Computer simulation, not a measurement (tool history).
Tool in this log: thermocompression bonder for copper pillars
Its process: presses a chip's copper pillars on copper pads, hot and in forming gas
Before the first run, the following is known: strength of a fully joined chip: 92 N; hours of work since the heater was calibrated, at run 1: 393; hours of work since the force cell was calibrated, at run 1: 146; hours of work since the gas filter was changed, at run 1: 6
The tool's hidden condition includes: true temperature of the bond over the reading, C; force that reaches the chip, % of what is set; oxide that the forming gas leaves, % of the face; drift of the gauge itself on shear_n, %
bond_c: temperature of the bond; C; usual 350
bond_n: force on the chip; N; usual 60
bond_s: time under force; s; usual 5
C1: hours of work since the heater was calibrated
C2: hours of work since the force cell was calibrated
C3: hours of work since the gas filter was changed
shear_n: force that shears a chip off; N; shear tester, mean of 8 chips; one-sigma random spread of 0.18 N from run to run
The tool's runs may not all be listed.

run 1 day=0.000 | bond_c=350 bond_n=60 bond_s=5 | C1=393 C2=146 C3=6 | shear_n=43.0
run 2 day=2.708 | bond_c=350 bond_n=60 bond_s=5 | C1=432 C2=185 C3=46 | shear_n=42.5
run 3 day=4.946 | bond_c=350 bond_n=38 bond_s=5 | C1=465 C2=218 C3=79 | shear_n=26.4
run 4 day=7.446 | bond_c=350 bond_n=60 bond_s=6 | C1=502 C2=255 C3=115 | shear_n=45.5
run 5 day=9.917 | bond_c=350 bond_n=60 bond_s=6 | C1=538 C2=291 C3=151 | shear_n=45.8
-- day=12.408 heater calibrated with a thermocouple chip
run 6 day=13.075 | bond_c=350 bond_n=80 bond_s=6 | C1=10 C2=336 C3=196 | shear_n=58.7
run 7 day=17.121 | bond_c=350 bond_n=80 bond_s=6 | C1=69 C2=395 C3=256 | shear_n=59.0
-- day=18.717 forming gas filter changed
run 8 day=19.588 | bond_c=350 bond_n=80 bond_s=6 | C1=105 C2=431 C3=13 | shear_n=58.7
run 9 day=23.271 | bond_c=350 bond_n=80 bond_s=6 | C1=159 C2=485 C3=67 | shear_n=59.1
run 10 day=26.488 | bond_c=350 bond_n=39 bond_s=9 | C1=206 C2=532 C3=114 | shear_n=34.6
run 11 day=28.183 | bond_c=366 bond_n=57 bond_s=9 | C1=230 C2=556 C3=139 | shear_n=57.3
run 12 day=32.150 | bond_c=351 bond_n=85 bond_s=5 | C1=289 C2=615 C3=197 | shear_n=59.4
run 13 day=34.600 | bond_c=363 bond_n=85 bond_s=6 | C1=324 C2=650 C3=232 | shear_n=67.4
run 14 day=36.804 | bond_c=351 bond_n=51 bond_s=3 | C1=357 C2=683 C3=265 | shear_n=30.2
-- day=38.000 forming gas filter changed
run 15 day=38.729 | bond_c=351 bond_n=51 bond_s=3 | C1=385 C2=711 C3=11 | shear_n=30.2

Here are 4 independent what-if runs from the current tool condition. What would each one return?
run A day=42.133 | bond_c=375 bond_n=66 bond_s=4 | C1=434 C2=760 C3=61 | shear_n=?
run B day=42.133 | bond_c=372 bond_n=45 bond_s=3 | C1=434 C2=760 C3=61 | shear_n=?
run C day=42.133 | bond_c=343 bond_n=47 bond_s=3 | C1=434 C2=760 C3=61 | shear_n=?
run D day=42.133 | bond_c=342 bond_n=68 bond_s=5 | C1=434 C2=760 C3=61 | shear_n=?

run=A shear_n=53.9
run=B shear_n=33.0
run=C shear_n=25.1
run=D shear_n=44.5
Without the tool's unlogged condition, the same runs would have read:
run=A shear_n=53.9
run=B shear_n=33.0
run=C shear_n=25.2
run=D shear_n=44.6
